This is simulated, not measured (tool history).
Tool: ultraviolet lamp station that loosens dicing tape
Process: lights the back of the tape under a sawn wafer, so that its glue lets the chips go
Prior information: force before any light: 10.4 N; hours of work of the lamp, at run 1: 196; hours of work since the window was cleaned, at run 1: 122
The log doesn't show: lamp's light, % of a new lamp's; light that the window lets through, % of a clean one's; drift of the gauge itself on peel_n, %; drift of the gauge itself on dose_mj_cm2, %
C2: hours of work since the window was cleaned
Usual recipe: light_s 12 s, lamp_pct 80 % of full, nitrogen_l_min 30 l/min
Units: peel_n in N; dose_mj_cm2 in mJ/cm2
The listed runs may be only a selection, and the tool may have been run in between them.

run 1 hour=0 | light_s=12 lamp_pct=80 nitrogen_l_min=30 | hours_of_work_of_the_lamp=196 C2=122 | peel_n=0.349 dose_mj_cm2=208
run 2 hour=18.9 | light_s=12 lamp_pct=80 nitrogen_l_min=45 | hours_of_work_of_the_lamp=207 C2=133 | peel_n=0.282 dose_mj_cm2=202
run 3 hour=53.7 | light_s=12 lamp_pct=80 nitrogen_l_min=45 | hours_of_work_of_the_lamp=229 C2=155 | peel_n=0.301 dose_mj_cm2=205
run 4 hour=79.9 | light_s=12 lamp_pct=80 nitrogen_l_min=45 | hours_of_work_of_the_lamp=245 C2=171 | peel_n=0.297 dose_mj_cm2=203
run 5 hour=107.7 | light_s=12 lamp_pct=80 nitrogen_l_min=31 | hours_of_work_of_the_lamp=262 C2=188 | peel_n=0.37 dose_mj_cm2=197
run 6 hour=141.6 | light_s=12 lamp_pct=80 nitrogen_l_min=30 | hours_of_work_of_the_lamp=283 C2=209 | peel_n=0.387 dose_mj_cm2=194
run 7 hour=172.5 | light_s=14 lamp_pct=93 nitrogen_l_min=30 | hours_of_work_of_the_lamp=302 C2=228 | peel_n=0.182 dose_mj_cm2=260
run 8 hour=196.7 | light_s=21 lamp_pct=61 nitrogen_l_min=29 | hours_of_work_of_the_lamp=317 C2=243 | peel_n=0.188 dose_mj_cm2=265
run 9 hour=229.2 | light_s=21 lamp_pct=61 nitrogen_l_min=29 | hours_of_work_of_the_lamp=337 C2=263 | peel_n=0.196 dose_mj_cm2=255
run 10 hour=262.3 | light_s=21 lamp_pct=72 nitrogen_l_min=29 | hours_of_work_of_the_lamp=358 C2=284 | peel_n=0.135 dose_mj_cm2=303
run 11 hour=286.5 | light_s=8 lamp_pct=72 nitrogen_l_min=29 | hours_of_work_of_the_lamp=373 C2=299 | peel_n=1.423 dose_mj_cm2=111

Forecast each of these 3 alternatives for the next run:
run A hour=308.9 | light_s=20 lamp_pct=72 nitrogen_l_min=29 | hours_of_work_of_the_lamp=386 C2=312 | peel_n=? dose_mj_cm2=?
run B hour=308.9 | light_s=20 lamp_pct=72 nitrogen_l_min=29 | hours_of_work_of_the_lamp=386 C2=312 | peel_n=? dose_mj_cm2=?
run C hour=308.9 | light_s=20 lamp_pct=93 nitrogen_l_min=22 | hours_of_work_of_the_lamp=386 C2=312 | peel_n=? dose_mj_cm2=?

run=A peel_n=0.151 dose_mj_cm2=278
run=B peel_n=0.147 dose_mj_cm2=277
run=C peel_n=0.118 dose_mj_cm2=367
With no hidden state in the tool, these same runs would have given:
run=A peel_n=0.113 dose_mj_cm2=325
run=B peel_n=0.109 dose_mj_cm2=323
run=C peel_n=0.103 dose_mj_cm2=428
